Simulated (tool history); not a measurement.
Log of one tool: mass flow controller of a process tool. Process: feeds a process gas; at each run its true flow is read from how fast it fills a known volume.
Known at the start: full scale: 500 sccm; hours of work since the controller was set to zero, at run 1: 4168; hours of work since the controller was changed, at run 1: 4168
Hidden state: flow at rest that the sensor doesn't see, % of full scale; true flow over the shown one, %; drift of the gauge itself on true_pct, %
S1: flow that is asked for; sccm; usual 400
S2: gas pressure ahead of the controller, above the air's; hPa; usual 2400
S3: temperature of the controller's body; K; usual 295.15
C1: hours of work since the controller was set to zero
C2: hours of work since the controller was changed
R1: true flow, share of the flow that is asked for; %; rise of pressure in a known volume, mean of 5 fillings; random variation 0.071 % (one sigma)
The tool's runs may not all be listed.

run 1 hour=0 | S1=400 S2=2400 S3=295.15 | C1=4168 C2=4168 | R1=102.7
run 2 hour=263.5 | S1=400 S2=2400 S3=295.15 | C1=4366 C2=4366 | R1=102.86
run 3 hour=500 | S1=400 S2=1690 S3=295.15 | C1=4543 C2=4543 | R1=102.65
run 4 hour=780.7 | S1=400 S2=2400 S3=295.15 | C1=4754 C2=4754 | R1=103.05
run 5 hour=1017.8 | S1=400 S2=2400 S3=295.15 | C1=4931 C2=4931 | R1=103.13
run 6 hour=1184.3 | S1=400 S2=2400 S3=295.15 | C1=5056 C2=5056 | R1=103.47
run 7 hour=1311.8 | S1=400 S2=2400 S3=295.15 | C1=5152 C2=5152 | R1=103.38
run 8 hour=1604.2 | S1=400 S2=2400 S3=295.15 | C1=5371 C2=5371 | R1=103.58
run 9 hour=1918.7 | S1=400 S2=2400 S3=295.15 | C1=5607 C2=5607 | R1=103.82
run 10 hour=2046.3 | S1=400 S2=2400 S3=295.15 | C1=5703 C2=5703 | R1=103.75
run 11 hour=2182 | S1=400 S2=2610 S3=295.15 | C1=5805 C2=5805 | R1=104.17
run 12 hour=2356.6 | S1=400 S2=2610 S3=295.15 | C1=5935 C2=5935 | R1=104.04
run 13 hour=2501.6 | S1=400 S2=2400 S3=301.15 | C1=6044 C2=6044 | R1=104.42
run 14 hour=2812 | S1=400 S2=2400 S3=301.15 | C1=6277 C2=6277 | R1=104.72
run 15 hour=2986.6 | S1=400 S2=2400 S3=301.15 | C1=6408 C2=6408 | R1=104.66
run 16 hour=3298.3 | S1=400 S2=2400 S3=301.15 | C1=6642 C2=6642 | R1=104.94
run 17 hour=3522.7 | S1=400 S2=2400 S3=301.15 | C1=6810 C2=6810 | R1=105
run 18 hour=3746.1 | S1=400 S2=2400 S3=301.15 | C1=6977 C2=6977 | R1=105.07
run 19 hour=3960.3 | S1=400 S2=2400 S3=295.15 | C1=7138 C2=7138 | R1=104.74
run 20 hour=4271.6 | S1=400 S2=2400 S3=295.15 | C1=7372 C2=7372 | R1=105.04
-- hour=4293.5 controller's zero set anew
run 21 hour=4413.2 | S1=400 S2=2400 S3=295.15 | C1=90 C2=7477 | R1=106.04
-- hour=4573.2 controller exchanged for a calibrated one
run 22 hour=4573.2 | S1=400 S2=2400 S3=295.15 | C1=0 C2=0 | R1=100.01
-- hour=4823.3 controller's zero set anew, once more
run 23 hour=4852.5 | S1=400 S2=2400 S3=295.15 | C1=22 C2=209 | R1=99.95
run 24 hour=5134.3 | S1=400 S2=2400 S3=295.15 | C1=233 C2=420 | R1=100.04
run 25 hour=5437.9 | S1=316 S2=1790 S3=305.15 | C1=461 C2=648 | R1=100.5
run 26 hour=5611.3 | S1=316 S2=1790 S3=305.15 | C1=591 C2=778 | R1=100.56
run 27 hour=5782.6 | S1=146 S2=1790 S3=299.15 | C1=719 C2=907 | R1=99.93
run 28 hour=5941.9 | S1=138 S2=1470 S3=294.15 | C1=839 C2=1026 | R1=99.7
run 29 hour=6156.9 | S1=138 S2=1470 S3=294.15 | C1=1000 C2=1187 | R1=99.99
run 30 hour=6312.1 | S1=400 S2=1580 S3=295.15 | C1=1116 C2=1304 | R1=100.33
run 31 hour=6581.6 | S1=108 S2=2400 S3=308.15 | C1=1319 C2=1506 | R1=101.52
run 32 hour=6753.6 | S1=427 S2=1530 S3=295.15 | C1=1448 C2=1635 | R1=100.78
run 33 hour=6924.5 | S1=427 S2=1530 S3=295.15 | C1=1576 C2=1763 | R1=100.87
run 34 hour=7070.9 | S1=400 S2=2290 S3=300.15 | C1=1686 C2=1873 | R1=101.43
run 35 hour=7336.2 | S1=400 S2=2290 S3=300.15 | C1=1884 C2=2072 | R1=101.58
run 36 hour=7495.9 | S1=400 S2=2290 S3=300.15 | C1=2004 C2=2191 | R1=101.6
run 37 hour=7676.5 | S1=400 S2=1480 S3=296.15 | C1=2140 C2=2327 | R1=101.21
run 38 hour=7827.4 | S1=61 S2=1410 S3=301.15 | C1=2253 C2=2440 | R1=102.94
run 39 hour=8029.7 | S1=61 S2=1610 S3=298.15 | C1=2405 C2=2592 | R1=103.16
run 40 hour=8163.1 | S1=400 S2=1440 S3=299.15 | C1=2505 C2=2692 | R1=101.54
run 41 hour=8436.6 | S1=400 S2=2400 S3=293.15 | C1=2710 C2=2897 | R1=101.84
run 42 hour=8663.1 | S1=115 S2=1630 S3=297.15 | C1=2879 C2=3067 | R1=102.37
run 43 hour=8829.1 | S1=72 S2=1930 S3=305.15 | C1=3004 C2=3191 | R1=104.08
run 44 hour=8968.8 | S1=214 S2=2130 S3=295.15 | C1=3109 C2=3296 | R1=102.01
run 45 hour=9233.2 | S1=53 S2=2400 S3=295.15 | C1=3307 C2=3494 | R1=105.3
run 46 hour=9405 | S1=423 S2=2400 S3=295.15 | C1=3436 C2=3623 | R1=102.37
run 47 hour=9676.8 | S1=404 S2=1480 S3=295.15 | C1=3640 C2=3827 | R1=101.99

Measured less the same run without the tool's hidden state. The same run-to-run variation is in both; the gauge's scatter may not be:
run=1 R1=+3.05
run=2 R1=+3.2
run=3 R1=+3.31
run=4 R1=+3.46
run=5 R1=+3.58
run=6 R1=+3.67
run=7 R1=+3.74
run=8 R1=+3.9
run=9 R1=+4.06
run=10 R1=+4.13
run=11 R1=+4.22
run=12 R1=+4.3
run=13 R1=+4.38
run=14 R1=+4.54
run=15 R1=+4.64
run=16 R1=+4.8
run=17 R1=+4.92
run=18 R1=+5.03
run=19 R1=+5.15
run=20 R1=+5.32
run=21 R1=+6.19
run=22 R1=+0.2
run=23 R1=+0.26
run=24 R1=+0.4
run=25 R1=+0.58
run=26 R1=+0.68
run=27 R1=+0.97
run=28 R1=+1.12
run=29 R1=+1.28
run=30 R1=+1.01
run=31 R1=+1.83
run=32 R1=+1.25
run=33 R1=+1.34
run=34 R1=+1.43
run=35 R1=+1.57
run=36 R1=+1.65
run=37 R1=+1.74
run=38 R1=+4.09
run=39 R1=+4.36
run=40 R1=+2
run=41 R1=+2.14
run=42 R1=+3.55
run=43 R1=+4.82
run=44 R1=+2.92
run=45 R1=+6.43
run=46 R1=+2.6
run=47 R1=+2.77
